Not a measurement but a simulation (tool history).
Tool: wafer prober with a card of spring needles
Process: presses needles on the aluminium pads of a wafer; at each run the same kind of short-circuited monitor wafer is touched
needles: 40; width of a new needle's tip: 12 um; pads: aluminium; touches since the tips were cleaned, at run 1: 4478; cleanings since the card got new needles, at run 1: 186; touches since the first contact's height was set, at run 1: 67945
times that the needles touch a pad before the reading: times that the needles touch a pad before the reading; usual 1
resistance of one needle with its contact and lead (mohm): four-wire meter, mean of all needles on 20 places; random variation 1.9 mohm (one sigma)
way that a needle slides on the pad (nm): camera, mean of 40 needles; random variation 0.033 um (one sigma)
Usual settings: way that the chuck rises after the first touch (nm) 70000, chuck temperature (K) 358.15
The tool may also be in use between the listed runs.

run    hour  way that the chuck rises after the first touch (nm)  chuck temperature (K)  times that the needles touch a pad before the reading  touches since the tips were cleaned  cleanings since the card got new needles  touches since the first contact's height was set  resistance of one needle with its contact and lead (mohm)  way that a needle slides on the pad (nm)
  1     0.0                                                70000                 358.15                                                      1                                 4478                                       186                                             67945                                                        202                                     10530
        2.6  -- tips cleaned on abrasive film
       15.4  -- tips cleaned on abrasive film
       28.1  -- tips cleaned on abrasive film
       38.3  -- tips cleaned on abrasive film
       51.0  -- tips cleaned on abrasive film
       63.8  -- tips cleaned on abrasive film
  2    67.8                                                70000                 358.15                                                      1                                 1867                                       192                                             99194                                                        200                                     10530
       75.5  -- tips cleaned on abrasive film
       88.2  -- tips cleaned on abrasive film
      100.9  -- tips cleaned on abrasive film
      113.7  -- tips cleaned on abrasive film
      126.4  -- tips cleaned on abrasive film
  3   133.1                                                70000                 358.15                                                      1                                 3099                                       197                                            129325                                                        200                                     10510
      138.2  -- tips cleaned on abrasive film
      151.0  -- tips cleaned on abrasive film
      163.7  -- tips cleaned on abrasive film
      176.4  -- tips cleaned on abrasive film
      189.2  -- tips cleaned on abrasive film
      201.9  -- tips cleaned on abrasive film
      207.3  -- height of the first contact set anew
  4   207.7                                                70000                 358.15                                                      1                                 2570                                       203                                               220                                                        205                                     10500
      212.9  -- tips cleaned on abrasive film
      225.6  -- tips cleaned on abrasive film
      238.3  -- tips cleaned on abrasive film
      251.1  -- tips cleaned on abrasive film
      263.8  -- tips cleaned on abrasive film
  5   266.3                                                77000                 358.15                                                      1                                 1164                                       208                                             27238                                                        202                                     11570
      276.5  -- tips cleaned on abrasive film
      289.3  -- tips cleaned on abrasive film
      302.0  -- tips cleaned on abrasive film
  6   310.3                                                77000                 358.15                                                      1                                 3859                                       211                                             47552                                                        204                                     11560
      312.9  -- tips cleaned on abrasive film
      325.7  -- tips cleaned on abrasive film
      338.4  -- tips cleaned on abrasive film
      351.1  -- tips cleaned on abrasive film
      361.3  -- tips cleaned on abrasive film
  7   363.2                                                77000                 358.15                                                      1                                  873                                       216                                             71931                                                        203                                     11550
      373.4  -- tips cleaned on abrasive film
      383.6  -- tips cleaned on abrasive film
      396.4  -- tips cleaned on abrasive film
  8   403.1                                                60000                 358.15                                                      1                                 3124                                       219                                             90334                                                        206                                      8990
      408.2  -- tips cleaned on abrasive film
      421.0  -- tips cleaned on abrasive film
      433.7  -- tips cleaned on abrasive film
      446.4  -- tips cleaned on abrasive film
      459.2  -- tips cleaned on abrasive film
  9   462.8                                                70000                 317.15                                                      1                                 1705                                       224                                            117896                                                        192                                     10530
      470.5  -- tips cleaned on abrasive film
      480.7  -- tips cleaned on abrasive film
      490.9  -- tips cleaned on abrasive film
 10   494.5                                                70000                 393.15                                                      1                                 1648                                       227                                            132473                                                        211                                     10480
      502.2  -- tips cleaned on abrasive film
      514.9  -- tips cleaned on abrasive film
      527.6  -- tips cleaned on abrasive film
 11   536.1                                                57000                 393.15                                                      1                                 3948                                       230                                            151700                                                        215                                      8560
      538.7  -- tips cleaned on abrasive film
      549.0  -- tips cleaned on abrasive film
      561.7  -- tips cleaned on abrasive film
      562.0  -- height of the first contact set anew
      574.7  -- tips cleaned on abrasive film
      584.9  -- tips cleaned on abrasive film
 12   593.0                                                57000                 393.15                                                      1                                 3766                                       235                                             14344                                                        212                                      8570
      595.7  -- tips cleaned on abrasive film
      608.4  -- tips cleaned on abrasive film
      621.1  -- tips cleaned on abrasive film
      631.3  -- tips cleaned on abrasive film
      644.1  -- tips cleaned on abrasive film
      656.8  -- tips cleaned on abrasive film
 13   666.9                                                57000                 393.15                                                      2                                 4677                                       241                                             48403                                                        216                                      8560
      669.5  -- tips cleaned on abrasive film
      682.2  -- tips cleaned on abrasive film
      695.0  -- tips cleaned on abrasive film
      707.7  -- tips cleaned on abrasive film
      720.4  -- tips cleaned on abrasive film
 14   727.0                                                57000                 393.15                                                      2                                 3071                                       246                                             76156                                                        215                                      8570
      732.2  -- tips cleaned on abrasive film
      742.4  -- tips cleaned on abrasive film
      755.1  -- tips cleaned on abrasive film
      765.3  -- tips cleaned on abrasive film
 15   766.7                                                56000                 393.15                                                      2                                  651                                       250                                             94438                                                        216                                      8360
      776.9  -- tips cleaned on abrasive film
      787.2  -- tips cleaned on abrasive film
      799.9  -- tips cleaned on abrasive film
      812.6  -- tips cleaned on abrasive film
      824.6  -- tips cleaned on abrasive film
 16   824.6                                                67000                 393.15                                                      2                                    0                                       255                                            121123                                                        212                                     10040
      837.3  -- tips cleaned on abrasive film
      850.1  -- tips cleaned on abrasive film
 17   857.6                                                67000                 393.15                                                      2                                 3513                                       257                                            136389                                                        212                                     10000
      862.8  -- tips cleaned on abrasive film
      875.5  -- tips cleaned on abrasive film
      888.3  -- tips cleaned on abrasive film
      901.0  -- tips cleaned on abrasive film
      913.7  -- tips cleaned on abrasive film
      916.6  -- height of the first contact set anew
      924.2  -- tips cleaned on abrasive film
 18   930.2                                                70000                 353.15                                                      2                                 2758                                       263                                              6284                                                        200                                     10560
      935.3  -- tips cleaned on abrasive film
      948.1  -- tips cleaned on abrasive film
      960.8  -- tips cleaned on abrasive film
      973.5  -- tips cleaned on abrasive film
      986.3  -- tips cleaned on abrasive film
      999.0  -- tips cleaned on abrasive film
 19  1003.8                                                55000                 301.15                                                      2                                 2223                                       269                                             40240                                                        191                                      8250
     1011.5  -- tips cleaned on abrasive film
     1024.2  -- tips cleaned on abrasive film
     1034.4  -- tips cleaned on abrasive film
 20  1035.6                                                53000                 301.15                                                      2                                  580                                       272                                             54925                                                        195                                      7970
     1045.9  -- tips cleaned on abrasive film
     1056.1  -- tips cleaned on abrasive film
     1068.8  -- tips cleaned on abrasive film
     1081.5  -- tips cleaned on abrasive film
     1094.3  -- tips cleaned on abrasive film
     1104.9  -- tips cleaned on abrasive film
 21  1104.9                                                62000                 312.15                                                      1                                    0                                       278                                             86835                                                        195                                      9320
     1115.1  -- tips cleaned on abrasive film
     1127.8  -- tips cleaned on abrasive film
     1140.5  -- tips cleaned on abrasive film
     1153.3  -- tips cleaned on abrasive film
     1166.0  -- tips cleaned on abrasive film
 22  1169.2                                                62000                 319.15                                                      2                                 1484                                       283                                            116528                                                        195                                      9300
     1176.9  -- tips cleaned on abrasive film
     1189.6  -- tips cleaned on abrasive film
     1199.8  -- tips cleaned on abrasive film
     1212.6  -- tips cleaned on abrasive film
 23  1222.4                                                62000                 319.15                                                      2                                 4565                                       287                                            141072                                                        197                                      9330
     1225.0  -- tips cleaned on abrasive film
     1237.7  -- tips cleaned on abrasive film
     1247.9  -- tips cleaned on abrasive film
     1260.7  -- tips cleaned on abrasive film
     1271.1  -- height of the first contact set anew
     1273.7  -- tips cleaned on abrasive film
     1286.4  -- tips cleaned on abrasive film
 24  1295.7                                                60000                 319.15                                                      1                                 4299                                       293                                             11351                                                        194                                      9010

Forecast each of these 4 alternatives for the next run:
     1298.3  -- tips cleaned on abrasive film
     1311.0  -- tips cleaned on abrasive film
     1323.8  -- tips cleaned on abrasive film
     1336.5  -- tips cleaned on abrasive film
     1347.4  -- tips cleaned on abrasive film
  A  1347.4                                                70000                 298.15                                                      1                                    0                                       298                                             35184                                                          ?                                         ?
     1298.3  -- tips cleaned on abrasive film
     1311.0  -- tips cleaned on abrasive film
     1323.8  -- tips cleaned on abrasive film
     1336.5  -- tips cleaned on abrasive film
     1347.4  -- tips cleaned on abrasive film
  B  1347.4                                                74000                 318.15                                                      2                                    0                                       298                                             35184                                                          ?                                         ?
     1298.3  -- tips cleaned on abrasive film
     1311.0  -- tips cleaned on abrasive film
     1323.8  -- tips cleaned on abrasive film
     1336.5  -- tips cleaned on abrasive film
     1347.4  -- tips cleaned on abrasive film
  C  1347.4                                                70000                 314.15                                                      1                                    0                                       298                                             35184                                                          ?                                         ?
     1298.3  -- tips cleaned on abrasive film
     1311.0  -- tips cleaned on abrasive film
     1323.8  -- tips cleaned on abrasive film
     1336.5  -- tips cleaned on abrasive film
     1347.4  -- tips cleaned on abrasive film
  D  1347.4                                                67000                 340.15                                                      1                                    0                                       298                                             35184                                                          ?                                         ?

run  resistance of one needle with its contact and lead (mohm)  way that a needle slides on the pad (nm)
  A                                                        190                                     10570
  B                                                        196                                     11090
  C                                                        190                                     10550
  D                                                        199                                     10060
Without the tool's hidden state the same runs would have given:
run  resistance of one needle with its contact and lead (mohm)  way that a needle slides on the pad (nm)
  A                                                        190                                     10570
  B                                                        196                                     11090
  C                                                        190                                     10550
  D                                                        199                                     10060
